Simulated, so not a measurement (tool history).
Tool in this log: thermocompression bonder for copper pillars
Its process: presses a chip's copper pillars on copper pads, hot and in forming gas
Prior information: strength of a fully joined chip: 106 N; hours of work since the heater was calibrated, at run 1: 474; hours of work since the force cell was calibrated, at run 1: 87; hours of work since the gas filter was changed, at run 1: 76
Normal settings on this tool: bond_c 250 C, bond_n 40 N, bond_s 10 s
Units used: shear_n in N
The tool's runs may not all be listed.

| run | hour | bond_c | bond_n | bond_s | hours of work since the heater was calibrated | hours of work since the force cell was calibrated | hours of work since the gas filter was changed | shear_n |
|---|---|---|---|---|---|---|---|---|
| 1 | 0.0 | 250 | 40 | 10 | 474 | 87 | 76 | 54.2 |
| 2 | 6.6 | 240 | 40 | 10 | 478 | 91 | 80 | 48.8 |
| 3 | 15.3 | 250 | 40 | 6 | 483 | 96 | 85 | 45.7 |
| 4 | 26.2 | 250 | 40 | 6 | 489 | 103 | 91 | 44.9 |
| 5 | 38.2 | 250 | 40 | 8 | 496 | 110 | 98 | 50.3 |
| 6 | 46.1 | 250 | 40 | 8 | 501 | 114 | 103 | 49.2 |
| 7 | 55.9 | 250 | 40 | 10 | 507 | 120 | 109 | 53.6 |
| 8 | 61.8 | 250 | 40 | 10 | 510 | 123 | 112 | 52.9 |
| 9 | 67.6 | 269 | 40 | 10 | 513 | 127 | 115 | 63.4 |
|  | 68.9 | forming gas filter changed |
| 10 | 80.0 | 269 | 40 | 10 | 520 | 133 | 6 | 69.2 |
| 11 | 91.1 | 269 | 40 | 10 | 527 | 140 | 13 | 68.9 |
| 12 | 98.8 | 269 | 40 | 10 | 531 | 144 | 17 | 68.7 |
| 13 | 107.1 | 250 | 40 | 10 | 536 | 149 | 22 | 57.2 |
| 14 | 113.1 | 250 | 40 | 10 | 539 | 153 | 26 | 56.8 |
| 15 | 121.7 | 240 | 40 | 10 | 544 | 158 | 31 | 51.1 |
| 16 | 131.1 | 240 | 40 | 10 | 550 | 163 | 36 | 50.4 |
| 17 | 136.3 | 250 | 29 | 10 | 553 | 166 | 39 | 39.9 |
| 18 | 146.8 | 250 | 40 | 8 | 559 | 172 | 45 | 52.1 |
| 19 | 158.2 | 250 | 40 | 8 | 565 | 179 | 52 | 52.0 |
| 20 | 166.2 | 250 | 40 | 8 | 570 | 183 | 56 | 51.6 |
| 21 | 174.6 | 250 | 40 | 8 | 575 | 188 | 61 | 51.1 |
| 22 | 180.3 | 234 | 40 | 9 | 578 | 192 | 65 | 44.2 |
| 23 | 186.2 | 234 | 40 | 5 | 582 | 195 | 68 | 35.1 |
| 24 | 192.3 | 258 | 48 | 12 | 585 | 199 | 71 | 72.8 |
| 25 | 204.3 | 222 | 27 | 12 | 592 | 205 | 78 | 25.7 |
|  | 206.3 | force cell calibrated |
| 26 | 212.2 | 250 | 40 | 20 | 596 | 3 | 82 | 66.7 |
| 27 | 217.6 | 237 | 40 | 8 | 599 | 7 | 85 | 43.0 |
| 28 | 228.1 | 265 | 55 | 8 | 605 | 13 | 91 | 75.6 |
| 29 | 237.2 | 265 | 55 | 8 | 610 | 18 | 97 | 75.1 |
|  | 239.9 | force cell calibrated, once more |
| 30 | 247.2 | 236 | 34 | 8 | 615 | 4 | 102 | 35.1 |
| 31 | 254.9 | 261 | 60 | 5 | 620 | 9 | 106 | 69.8 |
| 32 | 262.1 | 261 | 60 | 5 | 624 | 13 | 110 | 69.2 |

Run 33, settings as shown, results not yet in. Your forecast:
|  | 272.2 | forming gas filter changed |
| 33 | 273.7 | 250 | 25 | 30 | 630 | 19 | 1 | ? |

shear_n: 53.3 N
Minus the tool's unlogged condition, the same run would have read shear_n 51.3 N.

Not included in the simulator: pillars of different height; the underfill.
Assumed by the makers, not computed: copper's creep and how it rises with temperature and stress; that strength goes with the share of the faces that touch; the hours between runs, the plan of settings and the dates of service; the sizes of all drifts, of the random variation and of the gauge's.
